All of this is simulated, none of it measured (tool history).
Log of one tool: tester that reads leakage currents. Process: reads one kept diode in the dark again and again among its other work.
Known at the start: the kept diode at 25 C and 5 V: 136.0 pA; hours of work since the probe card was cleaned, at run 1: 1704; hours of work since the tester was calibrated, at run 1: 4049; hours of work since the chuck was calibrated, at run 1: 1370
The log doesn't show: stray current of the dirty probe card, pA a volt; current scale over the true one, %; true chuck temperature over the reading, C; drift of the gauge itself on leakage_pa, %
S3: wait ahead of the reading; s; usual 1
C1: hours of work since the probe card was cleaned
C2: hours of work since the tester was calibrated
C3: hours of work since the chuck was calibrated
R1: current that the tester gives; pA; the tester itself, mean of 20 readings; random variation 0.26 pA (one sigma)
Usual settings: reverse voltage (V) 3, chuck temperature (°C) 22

{"run": 1, "hour": 0.0, "reverse voltage (V)": 3, "chuck temperature (°C)": 22, "S3": 1, "C1": 1704, "C2": 4049, "C3": 1370, "R1": 79.36}
{"run": 2, "hour": 175.6, "reverse voltage (V)": 3, "chuck temperature (°C)": 23, "S3": 1, "C1": 1782, "C2": 4127, "C3": 1448, "R1": 85.26}
{"hour": 191.8, "done": "tester calibrated"}
{"run": 3, "hour": 366.6, "reverse voltage (V)": 3, "chuck temperature (°C)": 23, "S3": 1, "C1": 1865, "C2": 78, "C3": 1532, "R1": 83.53}
{"run": 4, "hour": 604.9, "reverse voltage (V)": 3, "chuck temperature (°C)": 23, "S3": 1.78, "C1": 1971, "C2": 183, "C3": 1638, "R1": 82.47}
{"hour": 672.1, "done": "chuck's temperature calibrated"}
{"run": 5, "hour": 800.0, "reverse voltage (V)": 3, "chuck temperature (°C)": 22, "S3": 1.43, "C1": 2057, "C2": 269, "C3": 57, "R1": 89.14}
{"run": 6, "hour": 977.1, "reverse voltage (V)": 3, "chuck temperature (°C)": 22, "S3": 1.43, "C1": 2135, "C2": 348, "C3": 135, "R1": 88.4}
{"run": 7, "hour": 1210.6, "reverse voltage (V)": 3, "chuck temperature (°C)": 22, "S3": 1.43, "C1": 2239, "C2": 451, "C3": 239, "R1": 87.97}
{"run": 8, "hour": 1391.2, "reverse voltage (V)": 3, "chuck temperature (°C)": 22, "S3": 1.43, "C1": 2319, "C2": 531, "C3": 319, "R1": 87.63}
{"run": 9, "hour": 1535.1, "reverse voltage (V)": 3, "chuck temperature (°C)": 22, "S3": 1.43, "C1": 2383, "C2": 595, "C3": 383, "R1": 86.76}
{"run": 10, "hour": 1726.5, "reverse voltage (V)": 3, "chuck temperature (°C)": 22, "S3": 1.43, "C1": 2468, "C2": 680, "C3": 468, "R1": 87.04}
{"run": 11, "hour": 1987.4, "reverse voltage (V)": 3, "chuck temperature (°C)": 22, "S3": 1.43, "C1": 2584, "C2": 796, "C3": 584, "R1": 85.75}
{"run": 12, "hour": 2166.9, "reverse voltage (V)": 3, "chuck temperature (°C)": 22, "S3": 1.43, "C1": 2663, "C2": 875, "C3": 663, "R1": 85.41}
{"run": 13, "hour": 2428.5, "reverse voltage (V)": 3, "chuck temperature (°C)": 60, "S3": 4.36, "C1": 2779, "C2": 992, "C3": 779, "R1": 1352.69}
{"run": 14, "hour": 2546.0, "reverse voltage (V)": 3, "chuck temperature (°C)": 60, "S3": 4.36, "C1": 2831, "C2": 1044, "C3": 831, "R1": 1351.69}
{"run": 15, "hour": 2747.5, "reverse voltage (V)": 14.16, "chuck temperature (°C)": 36, "S3": 0.81, "C1": 2921, "C2": 1133, "C3": 921, "R1": 517.97}
{"run": 16, "hour": 2911.5, "reverse voltage (V)": 2.67, "chuck temperature (°C)": 54, "S3": 2.79, "C1": 2994, "C2": 1206, "C3": 994, "R1": 847.77}
{"run": 17, "hour": 3034.4, "reverse voltage (V)": 2.67, "chuck temperature (°C)": 54, "S3": 2.79, "C1": 3048, "C2": 1260, "C3": 1048, "R1": 839.08}
{"run": 18, "hour": 3213.4, "reverse voltage (V)": 2.67, "chuck temperature (°C)": 54, "S3": 2.79, "C1": 3128, "C2": 1340, "C3": 1128, "R1": 841.09}
{"run": 19, "hour": 3342.4, "reverse voltage (V)": 6.63, "chuck temperature (°C)": 46, "S3": 0.83, "C1": 3185, "C2": 1397, "C3": 1185, "R1": 724.54}
{"hour": 3362.8, "done": "probe card cleaned and baked"}
{"run": 20, "hour": 3584.2, "reverse voltage (V)": 3, "chuck temperature (°C)": 32, "S3": 0.68, "C1": 98, "C2": 1503, "C3": 1291, "R1": 171.07}
{"run": 21, "hour": 3823.5, "reverse voltage (V)": 3, "chuck temperature (°C)": 33, "S3": 6.97, "C1": 204, "C2": 1609, "C3": 1397, "R1": 183.14}
{"run": 22, "hour": 3974.0, "reverse voltage (V)": 1.92, "chuck temperature (°C)": 46, "S3": 6.97, "C1": 271, "C2": 1676, "C3": 1464, "R1": 396.48}
{"run": 23, "hour": 4087.7, "reverse voltage (V)": 1.73, "chuck temperature (°C)": 38, "S3": 0.63, "C1": 322, "C2": 1726, "C3": 1514, "R1": 208.95}

Forecast each of these 4 alternatives for the next run:
{"run": "A", "hour": 4349.0, "reverse voltage (V)": 1.89, "chuck temperature (°C)": 38, "S3": 1.72, "C1": 438, "C2": 1842, "C3": 1630, "R1": "?"}
{"run": "B", "hour": 4349.0, "reverse voltage (V)": 3, "chuck temperature (°C)": 22, "S3": 0.56, "C1": 438, "C2": 1842, "C3": 1630, "R1": "?"}
{"run": "C", "hour": 4349.0, "reverse voltage (V)": 2.94, "chuck temperature (°C)": 33, "S3": 1.22, "C1": 438, "C2": 1842, "C3": 1630, "R1": "?"}
{"run": "D", "hour": 4349.0, "reverse voltage (V)": 16.57, "chuck temperature (°C)": 46, "S3": 0.63, "C1": 438, "C2": 1842, "C3": 1630, "R1": "?"}

run=A R1=214.52
run=B R1=75.23
run=C R1=179.81
run=D R1=1040.3
Without the tool's hidden state the same runs would have given:
run=A R1=244.1
run=B R1=85.95
run=C R1=205.03
run=D R1=1172.42
